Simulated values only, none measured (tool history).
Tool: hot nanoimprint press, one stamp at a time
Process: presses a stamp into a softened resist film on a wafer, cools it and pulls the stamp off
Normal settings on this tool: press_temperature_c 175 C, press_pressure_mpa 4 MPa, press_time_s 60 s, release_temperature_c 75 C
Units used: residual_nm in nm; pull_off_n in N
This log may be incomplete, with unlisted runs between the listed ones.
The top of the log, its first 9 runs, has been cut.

| run | hour | press_temperature_c | press_pressure_mpa | press_time_s | release_temperature_c | hours of work since the thermocouple was calibrated | imprints on the stamp's release coat | hours of work since the press's seals were changed | residual_nm | pull_off_n |
|---|---|---|---|---|---|---|---|---|---|---|
| 10 | 513.7 | 175 | 4 | 60 | 75 | 346 | 310 | 137 | 173.9 | 112 |
| 11 | 583.2 | 175 | 4 | 60 | 75 | 373 | 509 | 165 | 179.2 | 114 |
| 12 | 643.2 | 175 | 4 | 60 | 75 | 398 | 681 | 189 | 178.8 | 122 |
| 13 | 699.8 | 175 | 4 | 60 | 75 | 420 | 843 | 211 | 178.2 | 126 |
| 14 | 749.8 | 175 | 4 | 60 | 75 | 440 | 987 | 231 | 177.4 | 136 |
| 15 | 783.2 | 175 | 4 | 60 | 75 | 454 | 1082 | 245 | 179.9 | 133 |
|  | 789.7 | plate thermocouple calibrated |
| 16 | 820.9 | 175 | 4 | 60 | 75 | 12 | 1182 | 259 | 184.8 | 139 |
| 17 | 858.5 | 175 | 2.77 | 55 | 75 | 28 | 1289 | 274 | 213.3 | 145 |
| 18 | 920.6 | 177 | 3.06 | 77 | 73 | 52 | 1467 | 299 | 171 | 158 |
| 19 | 989.7 | 175 | 4.97 | 60 | 65 | 80 | 1665 | 326 | 173.7 | 183 |
|  | 1013.9 | plate thermocouple calibrated, once more |
| 20 | 1032.5 | 181 | 6.25 | 116 | 65 | 7 | 1779 | 342 | 79 | 183 |
|  | 1078.7 | stamp cleaned and given a new release coat |
| 21 | 1080.5 | 181 | 5.97 | 116 | 79 | 24 | 5 | 359 | 81.4 | 91 |
| 22 | 1129.9 | 181 | 5.97 | 116 | 79 | 44 | 147 | 379 | 83.7 | 91 |
| 23 | 1163.5 | 181 | 5.97 | 116 | 79 | 57 | 243 | 392 | 82.6 | 100 |
| 24 | 1229.5 | 175 | 2.6 | 60 | 66 | 84 | 432 | 419 | 194.9 | 122 |
| 25 | 1278 | 167 | 2.97 | 60 | 66 | 103 | 571 | 438 | 244.8 | 130 |
| 26 | 1334.6 | 167 | 2.97 | 60 | 66 | 126 | 733 | 461 | 245 | 141 |
| 27 | 1397.9 | 177 | 2.46 | 111 | 76 | 151 | 915 | 486 | 151.1 | 125 |
| 28 | 1455.1 | 175 | 3.58 | 97 | 72 | 174 | 1079 | 509 | 152.4 | 138 |
| 29 | 1486.4 | 175 | 4 | 47 | 71 | 187 | 1168 | 522 | 189 | 149 |
| 30 | 1515.8 | 184 | 6.06 | 56 | 74 | 199 | 1253 | 533 | 101 | 145 |

Here are 3 independent what-if runs from the current tool condition. What would each one return?
| A | 1583.8 | 166 | 5.48 | 56 | 76 | 226 | 1447 | 561 | ? | ? |
| B | 1583.8 | 175 | 2.83 | 69 | 75 | 226 | 1447 | 561 | ? | ? |
| C | 1583.8 | 163 | 3.11 | 58 | 75 | 226 | 1447 | 561 | ? | ? |

| run | residual_nm | pull_off_n |
|---|---|---|
| A | 228.5 | 147 |
| B | 186.9 | 152 |
| C | 267.1 | 155 |
Without the tool's unlogged condition, the same runs would have read:
| run | residual_nm | pull_off_n |
|---|---|---|
| A | 220 | 96 |
| B | 179.7 | 99 |
| C | 262.6 | 101 |
